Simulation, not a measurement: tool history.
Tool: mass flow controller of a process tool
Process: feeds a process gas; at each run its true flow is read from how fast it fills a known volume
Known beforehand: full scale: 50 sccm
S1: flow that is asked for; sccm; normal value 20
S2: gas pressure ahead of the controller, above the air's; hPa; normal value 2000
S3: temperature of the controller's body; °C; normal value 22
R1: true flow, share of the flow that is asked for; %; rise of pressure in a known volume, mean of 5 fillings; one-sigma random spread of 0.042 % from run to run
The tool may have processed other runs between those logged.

Run 1, day 0: usual settings. Result: R1 98.72 %.
Run 2, day 4.417: usual settings. Result: R1 98.73 %.
Run 3, day 9.529: usual settings. Result: R1 98.62 %.
Run 4, day 18.688: usual settings but S2 2490 hPa. Result: R1 98.43 %.
Run 5, day 24.158: usual settings but S2 2490 hPa. Result: R1 98.39 %.
Run 6, day 33.208: usual settings but S1 36 sccm, S3 34 °C. Result: R1 99.59 %.
Run 7, day 42.608: usual settings. Result: R1 98.73 %.
Run 8, day 47.517: usual settings but S1 49 sccm, S2 1520 hPa, S3 33 °C. Result: R1 100.21 %.
Run 9, day 57.421: usual settings but S1 21 sccm, S2 1410 hPa, S3 34 °C. Result: R1 99.41 %.
Run 10, day 64.554: usual settings but S1 21 sccm, S2 1410 hPa, S3 34 °C. Result: R1 99.52 %.

Each row is a separate what-if for the run after 10, all from the same tool condition, not one after another. Results?
Run A, day 72.883: usual settings but S1 21 sccm, S2 1470 hPa, S3 34 °C. Result: R1 ?.
Run B, day 72.883: usual settings but S1 6 sccm, S2 2670 hPa. Result: R1 ?.
Run C, day 72.883: usual settings but S1 29 sccm, S3 23 °C. Result: R1 ?.

run     R1
  A  99.51
  B  99.99
  C  98.86
Stripped of hidden state, with their random variation kept, the same runs would have yielded:
run     R1
  A   99.4
  B  97.58
  C  99.01
